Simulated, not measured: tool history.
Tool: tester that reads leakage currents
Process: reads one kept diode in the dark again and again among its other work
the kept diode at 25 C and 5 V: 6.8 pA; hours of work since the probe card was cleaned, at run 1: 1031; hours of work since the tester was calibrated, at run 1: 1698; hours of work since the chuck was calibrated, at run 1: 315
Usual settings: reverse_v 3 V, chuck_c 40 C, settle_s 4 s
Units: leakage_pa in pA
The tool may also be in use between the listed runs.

run    hour  reverse_v  chuck_c  settle_s  hours of work since the probe card was cleaned  hours of work since the tester was calibrated  hours of work since the chuck was calibrated  leakage_pa
  1       0          3       40         4                                            1031                                           1698                                           315       20.07
  2    65.2          3       40         4                                            1060                                           1727                                           344       20.09
  3     172          3       40         4                                            1108                                           1775                                           392       20.06
  4     260       2.69       40         4                                            1147                                           1814                                           431       18.86
  5   349.1       2.69       40         4                                            1186                                           1854                                           470       18.85
  6   408.1       2.69       40         4                                            1213                                           1880                                           497       18.86
  7   522.9       2.69       40         4                                            1264                                           1931                                           548       18.99
  8   587.8       1.93       40         4                                            1293                                           1960                                           577       15.79
  9   652.2       1.93       40      1.34                                            1321                                           1989                                           606       16.07
 10   766.2       1.93       40      1.34                                            1372                                           2039                                           656        16.1
 11   851.2       1.93       40      1.34                                            1410                                           2077                                           694       15.97
 12   925.1       1.93       40      1.34                                            1443                                           2110                                           727       16.11
 13  1002.1       1.93       40      1.34                                            1477                                           2145                                           761       16.06
 14  1095.5       1.93       40      1.34                                            1519                                           2186                                           803       16.06
     1148.1  -- chuck's temperature calibrated
 15  1191.5       1.93       40      1.34                                            1561                                           2228                                            19       16.13
 16  1309.9       1.93       40      1.34                                            1614                                           2281                                            72        16.1
 17  1363.4       1.93       40      1.34                                            1637                                           2305                                            96       16.17
 18  1448.7          3       40      8.75                                            1675                                           2343                                           134       19.95
 19  1565.3          3       40         4                                            1727                                           2395                                           186       20.21
 20    1659          3       40      9.21                                            1769                                           2436                                           228       19.91
 21  1716.6      17.43       28      1.15                                            1795                                           2462                                           253       22.32
 22    1770      17.43       32      8.35                                            1819                                           2486                                           277       26.28
 23    1868       5.36       40      0.94                                            1862                                           2529                                           321        28.6
 24  1988.5       5.36       28      0.94                                            1916                                           2583                                           374       11.13
 25    2064      14.04       28      1.91                                            1949                                           2617                                           408       17.91
 26  2151.6       2.24       39      0.33                                            1989                                           2656                                           447       17.57
 27  2260.9          3       55         4                                            2037                                           2704                                           496        67.8
 28  2377.5          3       46      1.32                                            2089                                           2756                                           548       33.47
 29  2478.3          3       46      1.32                                            2134                                           2801                                           593       33.61
 30  2576.2       9.33       40      7.79                                            2178                                           2845                                           636       37.01
 31  2659.6       9.33       40      7.79                                            2215                                           2882                                           673       36.97
 32  2721.6      10.84       53      1.02                                            2242                                           2910                                           701      117.97
     2765.3  -- tester calibrated
 33  2834.7      10.84       53      1.02                                            2292                                             31                                           750      118.24
 34  2889.2      10.84       53      1.02                                            2316                                             55                                           775      117.71
     3005.9  -- chuck's temperature calibrated
 35  3006.8          3       57      0.31                                            2368                                            107                                             0       82.25
 36  3106.4          3       57      0.31                                            2412                                            151                                            45       82.15
 37  3172.8          3       57      0.31                                            2442                                            181                                            74       81.97
 38    3246          3       57      0.31                                            2474                                            213                                           107       81.58
 39  3312.7          3       57      0.31                                            2504                                            243                                           137        81.7
 40  3417.4          3       57      0.31                                            2551                                            290                                           183       81.63

Forecast each of these 4 alternatives for the next run:
  A  3526.8          3       29      0.31                                            2599                                            338                                           232           ?
  B  3526.8          3       40      2.82                                            2599                                            338                                           232           ?
  C  3526.8       1.64       57      7.02                                            2599                                            338                                           232           ?
  D  3526.8      10.45       60      0.83                                            2599                                            338                                           232           ?

run  leakage_pa
  A       10.42
  B       20.12
  C       57.28
  D      197.87
Without the tool's hidden state the same runs would have given:
run  leakage_pa
  A       10.41
  B       20.11
  C       57.28
  D      197.86

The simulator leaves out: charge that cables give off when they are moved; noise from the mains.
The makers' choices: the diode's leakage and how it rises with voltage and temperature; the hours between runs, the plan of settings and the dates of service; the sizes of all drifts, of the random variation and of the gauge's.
